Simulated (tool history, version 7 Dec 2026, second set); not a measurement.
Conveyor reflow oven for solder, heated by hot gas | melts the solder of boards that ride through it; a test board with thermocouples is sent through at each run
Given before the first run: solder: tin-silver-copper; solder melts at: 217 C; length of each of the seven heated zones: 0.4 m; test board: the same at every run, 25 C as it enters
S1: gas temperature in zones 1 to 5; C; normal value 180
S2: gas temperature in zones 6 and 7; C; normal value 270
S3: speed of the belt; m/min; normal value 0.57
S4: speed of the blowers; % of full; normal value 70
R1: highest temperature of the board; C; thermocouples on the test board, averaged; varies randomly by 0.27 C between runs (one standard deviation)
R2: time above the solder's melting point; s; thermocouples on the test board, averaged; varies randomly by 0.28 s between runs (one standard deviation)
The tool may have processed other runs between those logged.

run	hour	S1	S2	S3	S4	R1	R2
1	0	180	270	0.57	70	259.6	72.2
2	10.4	192	270	0.57	70	260.7	78.3
3	20.2	192	270	0.57	70	261.2	78.7
4	28.1	192	270	0.57	70	261	78.2
5	34.5	192	270	0.57	70	261.1	78.5
6	40	192	270	0.57	70	261	78.1
7	47.9	178	270	0.57	70	259.4	71.1
8	56.3	175	270	0.57	70	258.4	69.8
9	64.7	175	270	0.499	70	262.2	83.2
10	70.4	180	270	0.57	82	261.1	73.7
11	77.2	180	270	0.57	82	261.2	73.8
12	84	180	270	0.57	82	261.2	73.7
13	88.9	180	270	0.57	82	261.1	73.7
14	95.4	180	270	0.57	70	259.4	72.4
# hour 100: belt drive overhauled, speed set with a stopwatch
15	106.7	180	270	0.57	70	259.4	72.5
16	115.8	180	270	0.57	70	259.7	72
17	126.3	171	268	0.585	70	255.6	64.1
18	135.9	171	279	0.585	70	265.9	70.6
# hour 145.3: belt drive overhauled, speed set with a stopwatch, once more
19	146.1	181	274	0.633	56	256.1	61.3
20	151.3	191	270	0.561	70	260.9	78.2
21	161.1	180	259	0.526	78	251.7	73.7
22	171.4	192	259	0.526	70	252	79.5
23	177.3	180	270	0.635	70	256.1	61.7
24	188.1	180	272	0.635	70	257.8	62.8
25	195	189	270	0.57	68	259.9	75
26	202.2	178	263	0.598	53	246.7	56.3
27	212.9	178	263	0.598	53	247	56.4
28	220.3	180	261	0.647	70	247.5	55.1
29	228.1	180	261	0.647	70	247.3	54.1
30	233.4	180	261	0.647	70	247.5	54.4

Measured minus without-hidden-state, run by run (identical run-to-run variation in each term; gauge scatter may differ):
Hidden conditions of the tool in this case: heat that the gas passes to the board, % of a clean oven's; belt's true speed, % of the reading; true gas temperature in zones 6 and 7 over the reading, C; drift of the gauge itself on peak_c, C; drift of the gauge itself on liquid_s, %.
run	R1	R2
1	+0.3	+0.8
2	+0.3	+0.8
3	+0.2	+0.8
4	+0.2	+0.8
5	+0.1	+0.8
6	+0.1	+0.8
7	+0.2	+0.7
8	+0.1	+0.7
9	+0.1	+0.8
10	+0.1	+0.7
11	+0.1	+0.7
12	+0.1	+0.7
13	+0	+0.7
14	+0.1	+0.8
15	+0.1	+0.9
16	+0.1	+0.8
17	+0.1	+0.8
18	+0	+0.8
19	-0.3	-0.4
20	-0.2	-0.3
21	-0.2	-0.4
22	-0.2	-0.3
23	-0.4	-0.4
24	-0.4	-0.4
25	-0.3	-0.2
26	-0.4	-0.5
27	-0.4	-0.5
28	-0.5	-0.6
29	-0.5	-0.6
30	-0.5	-0.7

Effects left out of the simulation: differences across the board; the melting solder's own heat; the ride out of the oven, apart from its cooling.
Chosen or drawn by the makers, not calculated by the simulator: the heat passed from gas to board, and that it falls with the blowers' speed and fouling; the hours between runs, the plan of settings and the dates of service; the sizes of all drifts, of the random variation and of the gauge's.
